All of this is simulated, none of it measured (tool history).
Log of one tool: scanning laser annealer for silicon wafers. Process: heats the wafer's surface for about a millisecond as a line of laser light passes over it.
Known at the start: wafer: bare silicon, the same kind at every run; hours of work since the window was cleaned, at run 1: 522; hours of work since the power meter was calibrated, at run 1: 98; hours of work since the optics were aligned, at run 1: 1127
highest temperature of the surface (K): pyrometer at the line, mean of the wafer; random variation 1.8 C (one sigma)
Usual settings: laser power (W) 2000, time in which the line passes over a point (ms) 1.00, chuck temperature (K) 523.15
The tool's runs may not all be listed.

run	hour	laser power (W)	time in which the line passes over a point (ms)	chuck temperature (K)	hours of work since the window was cleaned	hours of work since the power meter was calibrated	hours of work since the optics were aligned	highest temperature of the surface (K)
1	0.0	2000	1.00	523.15	522	98	1127	1288.15
2	13.2	2000	1.00	523.15	528	104	1133	1289.15
3	30.3	2000	1.00	523.15	536	112	1141	1285.15
4	46.7	2000	1.00	535.15	544	120	1149	1299.15
5	54.4	2000	1.00	535.15	548	124	1153	1300.15
6	71.6	2000	1.00	535.15	556	132	1161	1301.15
7	78.8	2171	1.00	523.15	559	135	1164	1349.15
# hour 83.2: laser's power meter calibrated
8	89.0	2171	1.00	523.15	563	3	1167	1346.15
9	99.6	2000	0.93	523.15	568	8	1173	1269.15
10	110.2	2000	0.93	523.15	573	13	1178	1262.15
11	125.7	1846	0.93	523.15	580	20	1185	1211.15
12	137.4	1846	0.93	523.15	586	26	1190	1211.15
# hour 143.3: laser's power meter calibrated, once more
13	150.6	1853	1.00	523.15	590	3	1195	1230.15
14	168.2	2000	1.00	528.15	599	12	1204	1290.15
15	185.8	1901	1.24	555.15	607	20	1212	1350.15
16	195.9	2008	1.08	532.15	612	25	1217	1321.15
17	206.5	1852	1.08	487.15	617	30	1222	1218.15

Forecast run 18:
18	216.6	2188	1.08	489.15	622	35	1226	?

{"run 18": {"highest temperature of the surface (K)": 1339.15}}
Without the tool's hidden state the same run would have given highest temperature of the surface (K) 1377.15.
